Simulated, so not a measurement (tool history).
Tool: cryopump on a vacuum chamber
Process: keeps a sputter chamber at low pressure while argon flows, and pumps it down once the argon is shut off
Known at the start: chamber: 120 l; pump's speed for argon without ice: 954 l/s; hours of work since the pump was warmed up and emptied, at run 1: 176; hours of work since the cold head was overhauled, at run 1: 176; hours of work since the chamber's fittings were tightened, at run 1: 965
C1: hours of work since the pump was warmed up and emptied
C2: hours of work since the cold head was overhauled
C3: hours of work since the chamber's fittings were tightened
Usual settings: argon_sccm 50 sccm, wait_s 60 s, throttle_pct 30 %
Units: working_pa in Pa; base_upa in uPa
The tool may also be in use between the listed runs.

{"run": 1, "hour": 0.0, "argon_sccm": 50, "wait_s": 60, "throttle_pct": 30, "C1": 176, "C2": 176, "C3": 965, "working_pa": 0.3043, "base_upa": 2.34}
{"run": 2, "hour": 22.3, "argon_sccm": 50, "wait_s": 60, "throttle_pct": 30, "C1": 187, "C2": 187, "C3": 976, "working_pa": 0.3048, "base_upa": 2.35}
{"run": 3, "hour": 50.9, "argon_sccm": 50, "wait_s": 60, "throttle_pct": 30, "C1": 201, "C2": 201, "C3": 990, "working_pa": 0.3049, "base_upa": 2.32}
{"run": 4, "hour": 78.2, "argon_sccm": 50, "wait_s": 60, "throttle_pct": 30, "C1": 214, "C2": 214, "C3": 1003, "working_pa": 0.3068, "base_upa": 2.26}
{"run": 5, "hour": 100.6, "argon_sccm": 50, "wait_s": 79, "throttle_pct": 30, "C1": 225, "C2": 225, "C3": 1014, "working_pa": 0.3067, "base_upa": 2.02}
{"run": 6, "hour": 133.4, "argon_sccm": 50, "wait_s": 79, "throttle_pct": 30, "C1": 241, "C2": 241, "C3": 1029, "working_pa": 0.3089, "base_upa": 2.02}
{"run": 7, "hour": 155.1, "argon_sccm": 68, "wait_s": 60, "throttle_pct": 30, "C1": 251, "C2": 251, "C3": 1040, "working_pa": 0.42, "base_upa": 2.36}
{"run": 8, "hour": 177.0, "argon_sccm": 64, "wait_s": 60, "throttle_pct": 30, "C1": 261, "C2": 261, "C3": 1050, "working_pa": 0.3956, "base_upa": 2.33}
{"run": 9, "hour": 209.1, "argon_sccm": 50, "wait_s": 60, "throttle_pct": 30, "C1": 277, "C2": 277, "C3": 1066, "working_pa": 0.3126, "base_upa": 2.46}
{"run": 10, "hour": 232.0, "argon_sccm": 50, "wait_s": 60, "throttle_pct": 30, "C1": 288, "C2": 288, "C3": 1077, "working_pa": 0.3123, "base_upa": 2.51}
{"run": 11, "hour": 250.9, "argon_sccm": 50, "wait_s": 60, "throttle_pct": 30, "C1": 297, "C2": 297, "C3": 1086, "working_pa": 0.3108, "base_upa": 2.46}
{"run": 12, "hour": 267.2, "argon_sccm": 50, "wait_s": 60, "throttle_pct": 38, "C1": 305, "C2": 305, "C3": 1094, "working_pa": 0.2491, "base_upa": 2.47}
{"run": 13, "hour": 294.7, "argon_sccm": 50, "wait_s": 60, "throttle_pct": 38, "C1": 318, "C2": 318, "C3": 1107, "working_pa": 0.2512, "base_upa": 2.5}
{"run": 14, "hour": 316.6, "argon_sccm": 50, "wait_s": 60, "throttle_pct": 30, "C1": 329, "C2": 329, "C3": 1117, "working_pa": 0.3115, "base_upa": 2.47}
{"run": 15, "hour": 333.2, "argon_sccm": 50, "wait_s": 60, "throttle_pct": 30, "C1": 337, "C2": 337, "C3": 1125, "working_pa": 0.3166, "base_upa": 2.52}
{"run": 16, "hour": 351.8, "argon_sccm": 50, "wait_s": 60, "throttle_pct": 30, "C1": 345, "C2": 345, "C3": 1134, "working_pa": 0.3168, "base_upa": 2.49}
{"run": 17, "hour": 380.7, "argon_sccm": 50, "wait_s": 60, "throttle_pct": 30, "C1": 359, "C2": 359, "C3": 1148, "working_pa": 0.3163, "base_upa": 2.49}
{"run": 18, "hour": 408.8, "argon_sccm": 50, "wait_s": 60, "throttle_pct": 30, "C1": 373, "C2": 373, "C3": 1162, "working_pa": 0.3163, "base_upa": 2.49}
{"run": 19, "hour": 438.3, "argon_sccm": 73, "wait_s": 60, "throttle_pct": 34, "C1": 387, "C2": 387, "C3": 1176, "working_pa": 0.4126, "base_upa": 2.59}
{"run": 20, "hour": 454.9, "argon_sccm": 53, "wait_s": 20, "throttle_pct": 54, "C1": 395, "C2": 395, "C3": 1184, "working_pa": 0.1981, "base_upa": 5.62}
{"run": 21, "hour": 487.9, "argon_sccm": 20, "wait_s": 38, "throttle_pct": 23, "C1": 411, "C2": 411, "C3": 1200, "working_pa": 0.1644, "base_upa": 3.45}
{"run": 22, "hour": 512.6, "argon_sccm": 59, "wait_s": 205, "throttle_pct": 60, "C1": 423, "C2": 423, "C3": 1212, "working_pa": 0.204, "base_upa": 1.46}
{"run": 23, "hour": 531.7, "argon_sccm": 39, "wait_s": 90, "throttle_pct": 15, "C1": 432, "C2": 432, "C3": 1221, "working_pa": 0.479, "base_upa": 2.05}
{"run": 24, "hour": 564.9, "argon_sccm": 47, "wait_s": 90, "throttle_pct": 33, "C1": 448, "C2": 448, "C3": 1237, "working_pa": 0.2774, "base_upa": 2.11}
{"run": 25, "hour": 596.3, "argon_sccm": 57, "wait_s": 233, "throttle_pct": 30, "C1": 463, "C2": 463, "C3": 1252, "working_pa": 0.3686, "base_upa": 1.45}
{"run": 26, "hour": 631.0, "argon_sccm": 57, "wait_s": 233, "throttle_pct": 30, "C1": 480, "C2": 480, "C3": 1268, "working_pa": 0.3703, "base_upa": 1.5}
{"run": 27, "hour": 648.8, "argon_sccm": 50, "wait_s": 22, "throttle_pct": 30, "C1": 488, "C2": 488, "C3": 1277, "working_pa": 0.3254, "base_upa": 5.27}
{"run": 28, "hour": 673.5, "argon_sccm": 50, "wait_s": 22, "throttle_pct": 30, "C1": 500, "C2": 500, "C3": 1289, "working_pa": 0.3253, "base_upa": 5.31}
{"hour": 691.8, "done": "pump warmed up, emptied and cooled again"}
{"run": 29, "hour": 708.4, "argon_sccm": 90, "wait_s": 113, "throttle_pct": 16, "C1": 8, "C2": 514, "C3": 1303, "working_pa": 1.0012, "base_upa": 1.73}
{"run": 30, "hour": 736.0, "argon_sccm": 56, "wait_s": 36, "throttle_pct": 19, "C1": 21, "C2": 528, "C3": 1317, "working_pa": 0.5245, "base_upa": 3.49}
{"run": 31, "hour": 760.7, "argon_sccm": 39, "wait_s": 135, "throttle_pct": 18, "C1": 33, "C2": 540, "C3": 1328, "working_pa": 0.3862, "base_upa": 1.57}
{"run": 32, "hour": 787.9, "argon_sccm": 50, "wait_s": 69, "throttle_pct": 42, "C1": 46, "C2": 553, "C3": 1341, "working_pa": 0.2127, "base_upa": 2.18}
{"run": 33, "hour": 807.1, "argon_sccm": 21, "wait_s": 44, "throttle_pct": 19, "C1": 55, "C2": 562, "C3": 1351, "working_pa": 0.1974, "base_upa": 3.0}
{"run": 34, "hour": 840.0, "argon_sccm": 21, "wait_s": 44, "throttle_pct": 19, "C1": 71, "C2": 578, "C3": 1367, "working_pa": 0.1982, "base_upa": 2.86}
{"run": 35, "hour": 855.8, "argon_sccm": 95, "wait_s": 45, "throttle_pct": 30, "C1": 79, "C2": 585, "C3": 1374, "working_pa": 0.5688, "base_upa": 2.9}

3 ways to go on from here, each from the tool as it stands after run 35. What would each give?
{"run": "A", "hour": 890.7, "argon_sccm": 95, "wait_s": 203, "throttle_pct": 30, "C1": 96, "C2": 602, "C3": 1391, "working_pa": "?", "base_upa": "?"}
{"run": "B", "hour": 890.7, "argon_sccm": 95, "wait_s": 45, "throttle_pct": 30, "C1": 96, "C2": 602, "C3": 1391, "working_pa": "?", "base_upa": "?"}
{"run": "C", "hour": 890.7, "argon_sccm": 25, "wait_s": 215, "throttle_pct": 56, "C1": 96, "C2": 602, "C3": 1391, "working_pa": "?", "base_upa": "?"}

run=A working_pa=0.5748 base_upa=1.35
run=B working_pa=0.5713 base_upa=3.03
run=C working_pa=0.0829 base_upa=1.35
Without the tool's hidden state the same runs would have given:
run=A working_pa=0.5639 base_upa=0.74
run=B working_pa=0.5604 base_upa=2.41
run=C working_pa=0.0801 base_upa=0.74

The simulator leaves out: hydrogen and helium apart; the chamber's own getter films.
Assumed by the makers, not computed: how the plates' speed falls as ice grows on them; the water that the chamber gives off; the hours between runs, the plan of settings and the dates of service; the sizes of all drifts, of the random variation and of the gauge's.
